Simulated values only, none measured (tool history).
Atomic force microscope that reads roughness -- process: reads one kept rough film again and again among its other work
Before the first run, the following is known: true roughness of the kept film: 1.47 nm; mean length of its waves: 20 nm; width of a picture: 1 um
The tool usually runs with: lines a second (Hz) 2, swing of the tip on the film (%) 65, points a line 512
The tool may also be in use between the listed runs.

run  hour  lines a second (Hz)  swing of the tip on the film (%)  points a line  roughness of the kept film (nm (root mean square))
  1     0                    2                                65            512                                               1.243
  2   8.2                    2                                65            512                                               1.223
  3  17.2                    2                                65            512                                                1.24
     21.5  -- new tip fitted
  4  25.4                 2.87                                65            512                                               1.224
  5  31.5                    2                                65            512                                               1.242
  6  39.3                    2                                65            512                                               1.235
  7  47.8                 1.26                                80            512                                               1.212
     57.9  -- new tip fitted
  8  58.8                 0.54                                72            374                                               1.241
  9    65                 0.54                                72            374                                               1.249
 10  70.3                 0.54                                72            374                                               1.248
 11  80.4                 0.54                                72            374                                               1.249

Predict each of these 5 candidate next runs independently; none follows another, all start after run 11:
  A  86.6                 3.23                                90            605                                                   ?
  B  86.6                    2                                90            512                                                   ?
  C  86.6                 0.57                                64            819                                                   ?
  D  86.6                    2                                72            323                                                   ?
  E  86.6                 1.47                                78            512                                                   ?

run  roughness of the kept film (nm (root mean square))
  A                                               1.085
  B                                               1.149
  C                                               1.262
  D                                               1.193
  E                                               1.228
Take away the tool's hidden state, keep each run's random variation, and the runs would have read:
run  roughness of the kept film (nm (root mean square))
  A                                               1.089
  B                                               1.152
  C                                               1.266
  D                                               1.196
  E                                               1.232
